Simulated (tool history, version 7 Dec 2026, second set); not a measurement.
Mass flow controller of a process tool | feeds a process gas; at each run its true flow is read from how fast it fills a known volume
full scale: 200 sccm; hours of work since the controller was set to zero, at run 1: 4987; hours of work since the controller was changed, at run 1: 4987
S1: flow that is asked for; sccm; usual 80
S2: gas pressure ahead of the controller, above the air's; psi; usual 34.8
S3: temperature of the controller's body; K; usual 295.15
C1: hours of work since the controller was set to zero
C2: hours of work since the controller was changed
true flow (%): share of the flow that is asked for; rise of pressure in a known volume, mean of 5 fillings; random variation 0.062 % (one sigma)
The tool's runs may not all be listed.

{"run": 1, "hour": 0.0, "S1": 80, "S2": 34.8, "S3": 295.15, "C1": 4987, "C2": 4987, "true flow (%)": 98.48}
{"run": 2, "hour": 136.1, "S1": 80, "S2": 34.8, "S3": 295.15, "C1": 5085, "C2": 5085, "true flow (%)": 98.55}
{"run": 3, "hour": 321.1, "S1": 80, "S2": 34.8, "S3": 295.15, "C1": 5218, "C2": 5218, "true flow (%)": 98.5}
{"run": 4, "hour": 515.3, "S1": 80, "S2": 34.8, "S3": 295.15, "C1": 5358, "C2": 5358, "true flow (%)": 98.41}
{"hour": 593.9, "done": "controller exchanged for a calibrated one"}
{"run": 5, "hour": 675.3, "S1": 123, "S2": 34.8, "S3": 295.15, "C1": 59, "C2": 59, "true flow (%)": 99.27}
{"run": 6, "hour": 784.0, "S1": 123, "S2": 34.8, "S3": 295.15, "C1": 137, "C2": 137, "true flow (%)": 99.34}
{"run": 7, "hour": 979.2, "S1": 123, "S2": 34.8, "S3": 295.15, "C1": 277, "C2": 277, "true flow (%)": 99.38}
{"run": 8, "hour": 1174.2, "S1": 123, "S2": 34.8, "S3": 295.15, "C1": 417, "C2": 417, "true flow (%)": 99.22}
{"run": 9, "hour": 1326.6, "S1": 123, "S2": 34.8, "S3": 295.15, "C1": 527, "C2": 527, "true flow (%)": 99.39}
{"run": 10, "hour": 1411.0, "S1": 80, "S2": 28.6, "S3": 295.15, "C1": 588, "C2": 588, "true flow (%)": 99.11}
{"run": 11, "hour": 1528.4, "S1": 80, "S2": 28.6, "S3": 295.15, "C1": 672, "C2": 672, "true flow (%)": 99}
{"run": 12, "hour": 1708.7, "S1": 80, "S2": 28.6, "S3": 295.15, "C1": 802, "C2": 802, "true flow (%)": 99}
{"run": 13, "hour": 1899.7, "S1": 80, "S2": 28.6, "S3": 295.15, "C1": 939, "C2": 939, "true flow (%)": 99.04}
{"run": 14, "hour": 1993.5, "S1": 80, "S2": 28.6, "S3": 295.15, "C1": 1007, "C2": 1007, "true flow (%)": 99.14}
{"run": 15, "hour": 2100.2, "S1": 107, "S2": 34.8, "S3": 295.15, "C1": 1084, "C2": 1084, "true flow (%)": 99.11}
{"run": 16, "hour": 2261.8, "S1": 80, "S2": 34.8, "S3": 295.15, "C1": 1200, "C2": 1200, "true flow (%)": 98.87}
{"run": 17, "hour": 2344.3, "S1": 80, "S2": 34.8, "S3": 295.15, "C1": 1259, "C2": 1259, "true flow (%)": 98.88}
{"run": 18, "hour": 2494.0, "S1": 80, "S2": 34.8, "S3": 295.15, "C1": 1367, "C2": 1367, "true flow (%)": 98.87}
{"hour": 2507.2, "done": "controller's zero set anew"}
{"run": 19, "hour": 2591.6, "S1": 80, "S2": 34.8, "S3": 295.15, "C1": 61, "C2": 1437, "true flow (%)": 98.63}
{"run": 20, "hour": 2767.1, "S1": 80, "S2": 34.8, "S3": 302.15, "C1": 187, "C2": 1563, "true flow (%)": 99.2}
{"run": 21, "hour": 2902.0, "S1": 80, "S2": 34.8, "S3": 302.15, "C1": 284, "C2": 1660, "true flow (%)": 99.03}
{"run": 22, "hour": 3029.1, "S1": 80, "S2": 34.8, "S3": 302.15, "C1": 375, "C2": 1751, "true flow (%)": 99.03}
{"run": 23, "hour": 3117.3, "S1": 80, "S2": 28.9, "S3": 302.15, "C1": 439, "C2": 1815, "true flow (%)": 99.16}
{"run": 24, "hour": 3213.3, "S1": 80, "S2": 28.9, "S3": 302.15, "C1": 508, "C2": 1884, "true flow (%)": 99.11}
{"hour": 3266.8, "done": "controller's zero set anew, once more"}
{"run": 25, "hour": 3381.3, "S1": 80, "S2": 28.9, "S3": 302.15, "C1": 82, "C2": 2004, "true flow (%)": 100.01}
{"run": 26, "hour": 3488.8, "S1": 80, "S2": 25.4, "S3": 306.15, "C1": 160, "C2": 2082, "true flow (%)": 100.36}
{"run": 27, "hour": 3639.5, "S1": 80, "S2": 25.4, "S3": 306.15, "C1": 268, "C2": 2190, "true flow (%)": 100.27}
{"run": 28, "hour": 3797.9, "S1": 80, "S2": 25.4, "S3": 306.15, "C1": 382, "C2": 2304, "true flow (%)": 100.24}
{"run": 29, "hour": 3931.5, "S1": 80, "S2": 25.4, "S3": 306.15, "C1": 478, "C2": 2400, "true flow (%)": 100.33}
{"run": 30, "hour": 4087.7, "S1": 80, "S2": 25.4, "S3": 303.15, "C1": 591, "C2": 2512, "true flow (%)": 100.14}
{"run": 31, "hour": 4218.2, "S1": 80, "S2": 21.3, "S3": 299.15, "C1": 684, "C2": 2606, "true flow (%)": 99.78}
{"run": 32, "hour": 4419.4, "S1": 34, "S2": 39.9, "S3": 312.15, "C1": 829, "C2": 2751, "true flow (%)": 99.6}
{"run": 33, "hour": 4518.6, "S1": 22, "S2": 22.2, "S3": 308.15, "C1": 900, "C2": 2822, "true flow (%)": 99.01}
{"run": 34, "hour": 4698.6, "S1": 20, "S2": 33.1, "S3": 295.15, "C1": 1030, "C2": 2952, "true flow (%)": 97.65}
{"run": 35, "hour": 4809.2, "S1": 80, "S2": 31.8, "S3": 295.15, "C1": 1109, "C2": 3031, "true flow (%)": 99.57}
{"run": 36, "hour": 4956.9, "S1": 80, "S2": 31.8, "S3": 295.15, "C1": 1216, "C2": 3138, "true flow (%)": 99.48}
{"run": 37, "hour": 5126.0, "S1": 80, "S2": 31.8, "S3": 295.15, "C1": 1337, "C2": 3259, "true flow (%)": 99.42}
{"run": 38, "hour": 5246.4, "S1": 80, "S2": 31.8, "S3": 295.15, "C1": 1424, "C2": 3346, "true flow (%)": 99.38}
{"run": 39, "hour": 5408.0, "S1": 80, "S2": 31.8, "S3": 295.15, "C1": 1540, "C2": 3462, "true flow (%)": 99.44}
{"run": 40, "hour": 5600.8, "S1": 163, "S2": 22.2, "S3": 295.15, "C1": 1679, "C2": 3601, "true flow (%)": 100.34}
{"run": 41, "hour": 5695.8, "S1": 78, "S2": 20.3, "S3": 301.15, "C1": 1747, "C2": 3669, "true flow (%)": 99.99}
{"run": 42, "hour": 5814.2, "S1": 37, "S2": 38.3, "S3": 310.15, "C1": 1832, "C2": 3754, "true flow (%)": 99.16}
{"run": 43, "hour": 5902.1, "S1": 37, "S2": 38.3, "S3": 310.15, "C1": 1896, "C2": 3818, "true flow (%)": 99.11}

Measured less the same run without the tool's hidden state. The same run-to-run variation is in both; the gauge's scatter may not be:
The hidden state here: flow at rest that the sensor doesn't see, % of full scale; true flow over the shown one, %; drift of the gauge itself on true_pct, %.
run=1 true_flow_(%)=-0.48
run=2 true_flow_(%)=-0.49
run=3 true_flow_(%)=-0.5
run=4 true_flow_(%)=-0.51
run=5 true_flow_(%)=+0.09
run=6 true_flow_(%)=+0.1
run=7 true_flow_(%)=+0.1
run=8 true_flow_(%)=+0.11
run=9 true_flow_(%)=+0.11
run=10 true_flow_(%)=+0.03
run=11 true_flow_(%)=+0.03
run=12 true_flow_(%)=+0.01
run=13 true_flow_(%)=+0
run=14 true_flow_(%)=-0.01
run=15 true_flow_(%)=+0.1
run=16 true_flow_(%)=-0.02
run=17 true_flow_(%)=-0.03
run=18 true_flow_(%)=-0.03
run=19 true_flow_(%)=-0.28
run=20 true_flow_(%)=-0.29
run=21 true_flow_(%)=-0.29
run=22 true_flow_(%)=-0.31
run=23 true_flow_(%)=-0.32
run=24 true_flow_(%)=-0.32
run=25 true_flow_(%)=+0.53
run=26 true_flow_(%)=+0.53
run=27 true_flow_(%)=+0.52
run=28 true_flow_(%)=+0.51
run=29 true_flow_(%)=+0.5
run=30 true_flow_(%)=+0.49
run=31 true_flow_(%)=+0.48
run=32 true_flow_(%)=-0.03
run=33 true_flow_(%)=-0.58
run=34 true_flow_(%)=-0.86
run=35 true_flow_(%)=+0.45
run=36 true_flow_(%)=+0.45
run=37 true_flow_(%)=+0.44
run=38 true_flow_(%)=+0.43
run=39 true_flow_(%)=+0.42
run=40 true_flow_(%)=+0.75
run=41 true_flow_(%)=+0.39
run=42 true_flow_(%)=-0.43
run=43 true_flow_(%)=-0.46

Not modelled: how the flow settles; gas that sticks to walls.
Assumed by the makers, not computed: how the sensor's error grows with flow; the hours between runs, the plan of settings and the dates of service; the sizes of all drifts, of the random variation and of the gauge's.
